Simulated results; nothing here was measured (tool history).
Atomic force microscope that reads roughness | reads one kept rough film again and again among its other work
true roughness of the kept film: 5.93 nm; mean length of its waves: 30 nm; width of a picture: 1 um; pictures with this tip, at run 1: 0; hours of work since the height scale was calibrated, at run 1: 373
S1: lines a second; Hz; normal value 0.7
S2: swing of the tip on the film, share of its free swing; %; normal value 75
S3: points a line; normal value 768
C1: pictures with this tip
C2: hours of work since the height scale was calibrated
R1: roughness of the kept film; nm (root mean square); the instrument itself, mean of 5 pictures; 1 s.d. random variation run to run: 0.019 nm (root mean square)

{"run": 1, "day": 0.0, "S1": 0.7, "S2": 75, "S3": 768, "C1": 0, "C2": 373, "R1": 4.455}
{"run": 2, "day": 1.767, "S1": 0.7, "S2": 75, "S3": 768, "C1": 96, "C2": 402, "R1": 3.699}
{"day": 3.954, "done": "new tip fitted"}
{"run": 3, "day": 4.183, "S1": 0.7, "S2": 75, "S3": 768, "C1": 12, "C2": 442, "R1": 4.292}
{"run": 4, "day": 6.796, "S1": 0.7, "S2": 57, "S3": 768, "C1": 154, "C2": 486, "R1": 3.361}
{"day": 7.833, "done": "new tip fitted"}
{"run": 5, "day": 9.225, "S1": 0.7, "S2": 75, "S3": 872, "C1": 76, "C2": 526, "R1": 3.822}
{"day": 11.692, "done": "new tip fitted"}
{"run": 6, "day": 12.062, "S1": 0.7, "S2": 75, "S3": 872, "C1": 20, "C2": 573, "R1": 4.244}
{"run": 7, "day": 14.771, "S1": 0.7, "S2": 75, "S3": 872, "C1": 167, "C2": 618, "R1": 3.169}
{"day": 15.8, "done": "new tip fitted"}
{"run": 8, "day": 16.479, "S1": 0.7, "S2": 75, "S3": 872, "C1": 37, "C2": 646, "R1": 4.116}
{"day": 16.762, "done": "height scale calibrated on a step standard"}
{"run": 9, "day": 18.442, "S1": 0.7, "S2": 75, "S3": 872, "C1": 142, "C2": 28, "R1": 3.308}
{"day": 19.75, "done": "new tip fitted"}
{"run": 10, "day": 20.129, "S1": 0.7, "S2": 75, "S3": 872, "C1": 21, "C2": 56, "R1": 4.199}
{"run": 11, "day": 22.0, "S1": 0.7, "S2": 75, "S3": 872, "C1": 123, "C2": 87, "R1": 3.428}
{"day": 23.667, "done": "new tip fitted"}
{"run": 12, "day": 24.075, "S1": 3.667, "S2": 69, "S3": 281, "C1": 22, "C2": 121, "R1": 3.813}
{"run": 13, "day": 26.596, "S1": 1.086, "S2": 71, "S3": 676, "C1": 159, "C2": 164, "R1": 3.195}
{"day": 27.583, "done": "new tip fitted"}
{"run": 14, "day": 28.021, "S1": 1.56, "S2": 83, "S3": 601, "C1": 24, "C2": 187, "R1": 3.856}

4 options for the next run, each taken on its own from the tool as it stands now. Forecast them:
{"run": "A", "day": 30.767, "S1": 0.647, "S2": 75, "S3": 312, "C1": 173, "C2": 233, "R1": "?"}
{"run": "B", "day": 30.767, "S1": 1.716, "S2": 76, "S3": 614, "C1": 173, "C2": 233, "R1": "?"}
{"run": "C", "day": 30.767, "S1": 1.268, "S2": 81, "S3": 548, "C1": 173, "C2": 233, "R1": "?"}
{"run": "D", "day": 30.767, "S1": 2.545, "S2": 65, "S3": 809, "C1": 173, "C2": 233, "R1": "?"}

run=A R1=3.088
run=B R1=2.948
run=C R1=2.939
run=D R1=3.001
With no hidden state in the tool, these same runs would have given:
run=A R1=4.512
run=B R1=4.31
run=C R1=4.292
run=D R1=4.383
